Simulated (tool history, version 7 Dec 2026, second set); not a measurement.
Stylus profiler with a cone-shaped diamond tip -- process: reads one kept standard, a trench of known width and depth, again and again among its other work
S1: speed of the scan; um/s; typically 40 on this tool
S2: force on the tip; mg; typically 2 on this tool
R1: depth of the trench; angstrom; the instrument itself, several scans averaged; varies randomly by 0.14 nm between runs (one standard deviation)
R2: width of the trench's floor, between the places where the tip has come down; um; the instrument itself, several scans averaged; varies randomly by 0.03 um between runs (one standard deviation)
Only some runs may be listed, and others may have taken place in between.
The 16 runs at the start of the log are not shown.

run,hour,S1,S2,R1,R2
17,497.3,125,2,5068,15.79
18,535.5,40,2,5066.8,16.17
19,556.2,19,0.76,5033.6,16.15
20,597.2,19,0.76,5032.7,16.17
21,620.8,26,4.97,5125.8,16.22
22,650.2,36,3.04,5090.2,16.14
23,677.8,36,3.04,5086.9,16.12
24,700.2,36,3.04,5087.6,16.08
25,737.1,111,3.36,5095.3,15.9
26,758.1,13,4.96,5120.9,16.2
27,790.5,13,4.96,5122.8,16.25
28,827.4,15,3.83,5100.5,16.19
29,859.8,25,5.72,5134.9,16.14
30,884.6,66,2,5062,15.87
31,928.3,28,4.39,5109.9,16.09
32,964.2,28,4.39,5110.3,16.12
33,999,28,4.39,5110,16.08
34,1022.6,15,3.32,5088,16.09
35,1043.4,20,1.11,5036.9,16.01

Predict each of these 5 candidate next runs independently; none follows another, all start after run 35:
A,1084.5,30,2,?,?
B,1084.5,27,0.85,?,?
C,1084.5,11,2,?,?
D,1084.5,30,2.69,?,?
E,1084.5,44,1.11,?,?

run,R1,R2
A,5059.7,15.99
B,5028.8,15.88
C,5059.4,16.02
D,5074.8,15.99
E,5034.8,15.88
Had the tool no hidden state, the same runs would have come out as:
run,R1,R2
A,5071.8,16.87
B,5040.9,16.76
C,5071.5,16.9
D,5087,16.87
E,5046.9,16.76
